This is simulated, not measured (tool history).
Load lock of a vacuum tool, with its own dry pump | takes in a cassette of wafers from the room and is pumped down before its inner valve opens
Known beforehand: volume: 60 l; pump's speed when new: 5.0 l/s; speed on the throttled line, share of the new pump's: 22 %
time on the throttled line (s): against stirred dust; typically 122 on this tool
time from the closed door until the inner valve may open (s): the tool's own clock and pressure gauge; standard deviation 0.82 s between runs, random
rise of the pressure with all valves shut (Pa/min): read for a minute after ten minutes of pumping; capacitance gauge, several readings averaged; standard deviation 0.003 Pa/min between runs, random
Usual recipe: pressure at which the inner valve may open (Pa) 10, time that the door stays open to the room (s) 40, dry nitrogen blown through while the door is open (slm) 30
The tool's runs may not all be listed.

run,hour,time on the throttled line (s),pressure at which the inner valve may open (Pa),time that the door stays open to the room (s),dry nitrogen blown through while the door is open (slm),"incoming humidity of the room's air, %",time from the closed door until the inner valve may open (s),rise of the pressure with all valves shut (Pa/min)
1,0,122,10,40,30,45.5,213.4,0.168
2,96.1,122,10,40,30,46.6,213,0.177
3,212.2,122,10,40,30,45.7,212.6,0.175
4,317.4,122,10,40,30,45.2,211.6,0.173
5,386,122,10,40,30,42.7,212.9,0.182
6,447.8,122,10,40,30,43.8,210.8,0.182
7,519.4,122,10,40,30,44.9,213.6,0.184
8,630.9,122,10,40,30,44.4,213.8,0.179
9,745.4,122,10,40,30,46.3,213.7,0.181
10,862.2,122,10,40,30,42,213.8,0.189
11,965.8,122,10,107,11,45.1,212.7,0.234
12,1074.5,128,8,107,11,43.2,221.8,0.23
13,1186.3,135,17,26,43,44.9,215.4,0.178
14,1267.7,120,10,56,8,47.8,212.3,0.214
15,1334.6,103,16,40,30,46.4,192.3,0.184
16,1434.1,103,16,40,40,47.3,192.6,0.194

Forecast each of these 5 alternatives for the next run:
A,1527.7,102,15,40,22,45.1,?,?
B,1527.7,122,13,55,33,47.9,?,?
C,1527.7,103,13,40,40,46.5,?,?
D,1527.7,122,9,52,16,41.5,?,?
E,1527.7,122,16,40,40,45.4,?,?

run,time from the closed door until the inner valve may open (s),rise of the pressure with all valves shut (Pa/min)
A,193.5,0.205
B,210.8,0.208
C,195.9,0.188
D,213.8,0.213
E,206.9,0.195
With no hidden state in the tool, these same runs would have given:
run,time from the closed door until the inner valve may open (s),rise of the pressure with all valves shut (Pa/min)
A,188.2,0.036
B,205.6,0.04
C,190.5,0.022
D,208.2,0.043
E,202,0.025
